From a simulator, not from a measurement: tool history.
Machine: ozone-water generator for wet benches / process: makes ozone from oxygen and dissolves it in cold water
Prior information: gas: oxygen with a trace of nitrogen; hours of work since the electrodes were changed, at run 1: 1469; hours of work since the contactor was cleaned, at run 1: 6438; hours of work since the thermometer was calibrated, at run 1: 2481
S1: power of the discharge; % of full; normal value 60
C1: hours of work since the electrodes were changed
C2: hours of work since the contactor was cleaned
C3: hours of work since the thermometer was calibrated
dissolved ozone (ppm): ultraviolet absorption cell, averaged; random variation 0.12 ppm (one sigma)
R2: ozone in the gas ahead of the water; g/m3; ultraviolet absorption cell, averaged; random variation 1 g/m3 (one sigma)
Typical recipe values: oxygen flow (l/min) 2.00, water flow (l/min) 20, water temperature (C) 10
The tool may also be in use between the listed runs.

{"run": 1, "hour": 0.0, "S1": 60, "oxygen flow (l/min)": 2.0, "water flow (l/min)": 20, "water temperature (C)": 10, "C1": 1469, "C2": 6438, "C3": 2481, "dissolved ozone (ppm)": 10.6, "R2": 173.4}
{"run": 2, "hour": 75.8, "S1": 60, "oxygen flow (l/min)": 2.0, "water flow (l/min)": 20, "water temperature (C)": 10, "C1": 1516, "C2": 6486, "C3": 2529, "dissolved ozone (ppm)": 10.7, "R2": 170.7}
{"run": 3, "hour": 206.4, "S1": 60, "oxygen flow (l/min)": 2.0, "water flow (l/min)": 20, "water temperature (C)": 10, "C1": 1598, "C2": 6568, "C3": 2610, "dissolved ozone (ppm)": 10.6, "R2": 169.9}
{"run": 4, "hour": 354.8, "S1": 60, "oxygen flow (l/min)": 2.0, "water flow (l/min)": 20, "water temperature (C)": 10, "C1": 1690, "C2": 6660, "C3": 2703, "dissolved ozone (ppm)": 10.4, "R2": 170.9}
{"run": 5, "hour": 431.2, "S1": 60, "oxygen flow (l/min)": 2.0, "water flow (l/min)": 20, "water temperature (C)": 10, "C1": 1738, "C2": 6708, "C3": 2751, "dissolved ozone (ppm)": 10.7, "R2": 170.5}
{"run": 6, "hour": 507.6, "S1": 60, "oxygen flow (l/min)": 2.0, "water flow (l/min)": 20, "water temperature (C)": 10, "C1": 1786, "C2": 6756, "C3": 2798, "dissolved ozone (ppm)": 10.5, "R2": 170.3}
{"run": 7, "hour": 634.9, "S1": 60, "oxygen flow (l/min)": 2.0, "water flow (l/min)": 20, "water temperature (C)": 10, "C1": 1865, "C2": 6835, "C3": 2878, "dissolved ozone (ppm)": 10.4, "R2": 170.9}
{"run": 8, "hour": 757.3, "S1": 60, "oxygen flow (l/min)": 2.0, "water flow (l/min)": 20, "water temperature (C)": 10, "C1": 1942, "C2": 6912, "C3": 2955, "dissolved ozone (ppm)": 10.3, "R2": 172.2}
{"run": 9, "hour": 830.5, "S1": 60, "oxygen flow (l/min)": 2.0, "water flow (l/min)": 20, "water temperature (C)": 10, "C1": 1988, "C2": 6958, "C3": 3000, "dissolved ozone (ppm)": 10.4, "R2": 170.1}
{"run": 10, "hour": 997.4, "S1": 60, "oxygen flow (l/min)": 2.13, "water flow (l/min)": 20, "water temperature (C)": 10, "C1": 2092, "C2": 7062, "C3": 3105, "dissolved ozone (ppm)": 10.6, "R2": 166.6}
{"run": 11, "hour": 1163.3, "S1": 60, "oxygen flow (l/min)": 2.13, "water flow (l/min)": 20, "water temperature (C)": 10, "C1": 2196, "C2": 7166, "C3": 3208, "dissolved ozone (ppm)": 10.6, "R2": 165.8}
{"run": 12, "hour": 1318.3, "S1": 60, "oxygen flow (l/min)": 2.0, "water flow (l/min)": 20, "water temperature (C)": 10, "C1": 2293, "C2": 7263, "C3": 3305, "dissolved ozone (ppm)": 10.5, "R2": 169.6}
{"run": 13, "hour": 1451.4, "S1": 72, "oxygen flow (l/min)": 1.34, "water flow (l/min)": 20, "water temperature (C)": 10, "C1": 2376, "C2": 7346, "C3": 3389, "dissolved ozone (ppm)": 9.9, "R2": 222.7}
{"run": 14, "hour": 1586.3, "S1": 58, "oxygen flow (l/min)": 1.35, "water flow (l/min)": 17, "water temperature (C)": 15, "C1": 2460, "C2": 7430, "C3": 3473, "dissolved ozone (ppm)": 9.9, "R2": 195.3}
{"run": 15, "hour": 1732.1, "S1": 60, "oxygen flow (l/min)": 1.93, "water flow (l/min)": 29, "water temperature (C)": 17, "C1": 2551, "C2": 7521, "C3": 3564, "dissolved ozone (ppm)": 6.6, "R2": 172.8}
{"run": 16, "hour": 1840.1, "S1": 60, "oxygen flow (l/min)": 1.93, "water flow (l/min)": 14, "water temperature (C)": 8, "C1": 2619, "C2": 7589, "C3": 3632, "dissolved ozone (ppm)": 14.8, "R2": 171.4}
{"run": 17, "hour": 1971.5, "S1": 60, "oxygen flow (l/min)": 2.0, "water flow (l/min)": 20, "water temperature (C)": 9, "C1": 2701, "C2": 7671, "C3": 3714, "dissolved ozone (ppm)": 10.5, "R2": 169.5}
{"run": 18, "hour": 2039.9, "S1": 60, "oxygen flow (l/min)": 1.05, "water flow (l/min)": 24, "water temperature (C)": 10, "C1": 2744, "C2": 7714, "C3": 3756, "dissolved ozone (ppm)": 6.3, "R2": 216.9}
{"run": 19, "hour": 2108.5, "S1": 77, "oxygen flow (l/min)": 1.05, "water flow (l/min)": 29, "water temperature (C)": 10, "C1": 2787, "C2": 7757, "C3": 3799, "dissolved ozone (ppm)": 5.8, "R2": 253.8}
{"run": 20, "hour": 2200.6, "S1": 42, "oxygen flow (l/min)": 2.0, "water flow (l/min)": 31, "water temperature (C)": 8, "C1": 2844, "C2": 7814, "C3": 3857, "dissolved ozone (ppm)": 4.9, "R2": 133.9}
{"run": 21, "hour": 2351.7, "S1": 99, "oxygen flow (l/min)": 1.55, "water flow (l/min)": 20, "water temperature (C)": 8, "C1": 2939, "C2": 7909, "C3": 3951, "dissolved ozone (ppm)": 12.6, "R2": 255.2}
{"run": 22, "hour": 2512.2, "S1": 60, "oxygen flow (l/min)": 3.57, "water flow (l/min)": 20, "water temperature (C)": 10, "C1": 3039, "C2": 8009, "C3": 4052, "dissolved ozone (ppm)": 12.2, "R2": 132.3}
{"run": 23, "hour": 2582.8, "S1": 63, "oxygen flow (l/min)": 3.04, "water flow (l/min)": 20, "water temperature (C)": 10, "C1": 3083, "C2": 8053, "C3": 4096, "dissolved ozone (ppm)": 12.1, "R2": 145.8}
{"run": 24, "hour": 2656.4, "S1": 63, "oxygen flow (l/min)": 3.04, "water flow (l/min)": 20, "water temperature (C)": 10, "C1": 3129, "C2": 8099, "C3": 4142, "dissolved ozone (ppm)": 12.3, "R2": 145.7}

Forecast each of these 3 alternatives for the next run:
{"run": "A", "hour": 2729.5, "S1": 60, "oxygen flow (l/min)": 1.06, "water flow (l/min)": 15, "water temperature (C)": 8, "C1": 3175, "C2": 8145, "C3": 4188, "dissolved ozone (ppm)": "?", "R2": "?"}
{"run": "B", "hour": 2729.5, "S1": 60, "oxygen flow (l/min)": 3.04, "water flow (l/min)": 23, "water temperature (C)": 7, "C1": 3175, "C2": 8145, "C3": 4188, "dissolved ozone (ppm)": "?", "R2": "?"}
{"run": "C", "hour": 2729.5, "S1": 63, "oxygen flow (l/min)": 2.98, "water flow (l/min)": 20, "water temperature (C)": 12, "C1": 3175, "C2": 8145, "C3": 4188, "dissolved ozone (ppm)": "?", "R2": "?"}

run=A dissolved_ozone_(ppm)=10.6 R2=215.9
run=B dissolved_ozone_(ppm)=10.5 R2=140.2
run=C dissolved_ozone_(ppm)=11.9 R2=146.7
Without the tool's hidden state the same runs would have given:
run=A dissolved_ozone_(ppm)=11.8 R2=226.0
run=B dissolved_ozone_(ppm)=11.9 R2=146.8
run=C dissolved_ozone_(ppm)=13.4 R2=153.8
